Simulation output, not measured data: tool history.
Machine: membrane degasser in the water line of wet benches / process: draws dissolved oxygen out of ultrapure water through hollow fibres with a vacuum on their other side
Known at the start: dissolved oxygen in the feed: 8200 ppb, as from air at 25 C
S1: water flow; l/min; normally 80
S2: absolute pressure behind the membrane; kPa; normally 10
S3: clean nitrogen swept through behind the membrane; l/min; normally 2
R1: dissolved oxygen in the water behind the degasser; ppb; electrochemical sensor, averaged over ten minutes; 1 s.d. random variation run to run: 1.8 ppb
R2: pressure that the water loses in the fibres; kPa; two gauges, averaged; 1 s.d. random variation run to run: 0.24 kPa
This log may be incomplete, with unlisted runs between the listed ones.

{"run": 1, "hour": 0.0, "S1": 80, "S2": 10, "S3": 2, "R1": 545.2, "R2": 64.54}
{"run": 2, "hour": 34.1, "S1": 80, "S2": 10, "S3": 2, "R1": 550.1, "R2": 64.26}
{"run": 3, "hour": 68.8, "S1": 80, "S2": 10, "S3": 2, "R1": 546.9, "R2": 64.5}
{"run": 4, "hour": 100.1, "S1": 80, "S2": 10, "S3": 0.85, "R1": 968.9, "R2": 64.05}
{"run": 5, "hour": 138.0, "S1": 80, "S2": 10, "S3": 1.85, "R1": 578.4, "R2": 64.26}
{"run": 6, "hour": 169.5, "S1": 80, "S2": 10, "S3": 1.85, "R1": 579.5, "R2": 64.17}
{"run": 7, "hour": 203.4, "S1": 80, "S2": 10, "S3": 1.85, "R1": 578.2, "R2": 64.75}
{"run": 8, "hour": 244.3, "S1": 74, "S2": 10, "S3": 1.85, "R1": 545.7, "R2": 59.79}
{"run": 9, "hour": 284.3, "S1": 80, "S2": 10, "S3": 2, "R1": 548.1, "R2": 64.04}
{"run": 10, "hour": 312.4, "S1": 80, "S2": 10, "S3": 2, "R1": 545.9, "R2": 64.53}
{"run": 11, "hour": 360.9, "S1": 80, "S2": 10, "S3": 2, "R1": 547.7, "R2": 64.76}
{"run": 12, "hour": 388.9, "S1": 95, "S2": 10, "S3": 2, "R1": 631.4, "R2": 76.44}
{"run": 13, "hour": 434.1, "S1": 95, "S2": 10, "S3": 3.36, "R1": 430.6, "R2": 76.95}
{"run": 14, "hour": 481.8, "S1": 95, "S2": 10, "S3": 3.36, "R1": 429, "R2": 76.62}
{"run": 15, "hour": 515.0, "S1": 95, "S2": 10, "S3": 3.36, "R1": 429.4, "R2": 76.7}
{"run": 16, "hour": 552.2, "S1": 95, "S2": 22.7, "S3": 3.36, "R1": 1083.8, "R2": 76.67}

What will run 17 give?
{"run": 17, "hour": 603.1, "S1": 80, "S2": 6.2, "S3": 4.02, "R1": "?", "R2": "?"}

Run 17 measured R1 157.3 ppb, R2 64.49 kPa.
Had the tool carried no hidden state, the very same run would have given R1 146.4 ppb, R2 63.55 kPa.
